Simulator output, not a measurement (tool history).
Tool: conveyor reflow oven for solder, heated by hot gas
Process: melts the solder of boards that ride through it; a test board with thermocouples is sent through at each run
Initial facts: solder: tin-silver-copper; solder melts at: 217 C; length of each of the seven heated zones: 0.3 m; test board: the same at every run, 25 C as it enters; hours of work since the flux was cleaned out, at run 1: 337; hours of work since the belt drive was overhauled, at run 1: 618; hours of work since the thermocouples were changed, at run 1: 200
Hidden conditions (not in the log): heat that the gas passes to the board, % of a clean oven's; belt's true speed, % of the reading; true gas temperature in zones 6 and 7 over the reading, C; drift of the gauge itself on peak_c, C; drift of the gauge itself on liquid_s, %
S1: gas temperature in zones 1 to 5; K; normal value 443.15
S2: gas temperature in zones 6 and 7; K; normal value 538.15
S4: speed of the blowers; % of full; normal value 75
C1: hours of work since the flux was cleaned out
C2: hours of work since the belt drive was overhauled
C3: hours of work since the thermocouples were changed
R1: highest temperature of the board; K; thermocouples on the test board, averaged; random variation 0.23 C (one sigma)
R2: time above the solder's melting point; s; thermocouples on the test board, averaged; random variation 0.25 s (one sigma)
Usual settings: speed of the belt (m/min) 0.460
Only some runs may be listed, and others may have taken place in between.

Run 1, day 0.000: usual settings; C1 337; C2 618; C3 200. Result: R1 518.05 K, R2 50.5 s.
Run 2, day 0.433: usual settings; C1 343; C2 624; C3 206. Result: R1 518.05 K, R2 50.4 s.
Run 3, day 0.912: usual settings; C1 350; C2 631; C3 213. Result: R1 518.25 K, R2 50.3 s.
Run 4, day 1.679: usual settings; C1 361; C2 642; C3 224. Result: R1 517.75 K, R2 50.5 s.
Run 5, day 2.475: usual settings; C1 372; C2 653; C3 235. Result: R1 517.85 K, R2 50.6 s.
At day 3.188: flux residue cleaned out of gas plates and filters.
Run 6, day 3.533: usual settings but S2 537.15 K; C1 5; C2 665; C3 247. Result: R1 513.55 K, R2 44.7 s.
Run 7, day 4.438: usual settings but S2 537.15 K; C1 18; C2 678; C3 260. Result: R1 513.85 K, R2 44.6 s.
Run 8, day 5.167: usual settings; C1 28; C2 689; C3 270. Result: R1 514.55 K, R2 45.7 s.
Run 9, day 5.754: usual settings; C1 37; C2 697; C3 279. Result: R1 514.25 K, R2 45.4 s.
Run 10, day 6.133: usual settings but S1 438.15 K, S2 531.15 K, speed of the belt (m/min) 0.479, S4 85 % of full; C1 42; C2 702; C3 284. Result: R1 508.25 K, R2 35.4 s.
Run 11, day 6.621: usual settings but S1 452.15 K; C1 49; C2 709; C3 291. Result: R1 516.45 K, R2 51.2 s.
Run 12, day 7.179: usual settings but S4 70 % of full; C1 57; C2 717; C3 299. Result: R1 512.65 K, R2 43.1 s.
At day 8.042: flux residue cleaned out of gas plates and filters, once more.
Run 13, day 8.292: usual settings but S1 430.15 K, S4 64 % of full; C1 4; C2 730; C3 312. Result: R1 515.85 K, R2 44.0 s.
Run 14, day 8.767: usual settings but S1 430.15 K, speed of the belt (m/min) 0.480, S4 87 % of full; C1 10; C2 737; C3 318. Result: R1 521.45 K, R2 48.8 s.
Run 15, day 9.238: usual settings but S1 457.15 K, S2 535.15 K, speed of the belt (m/min) 0.480, S4 87 % of full; C1 17; C2 743; C3 325. Result: R1 523.45 K, R2 59.6 s.

Results per run with the tool's hidden condition removed, run-to-run variation unchanged:
run      R1    R2
  1  520.45  52.8
  2  520.55  52.7
  3  520.75  52.6
  4  520.35  52.9
  5  520.55  53.1
  6  519.45  51.7
  7  519.75  51.8
  8  520.55  52.8
  9  520.45  52.7
 10  514.95  44.8
 11  522.15  57.6
 12  518.75  50.7
 13  514.15  41.2
 14  519.95  46.4
 15  522.05  57.3
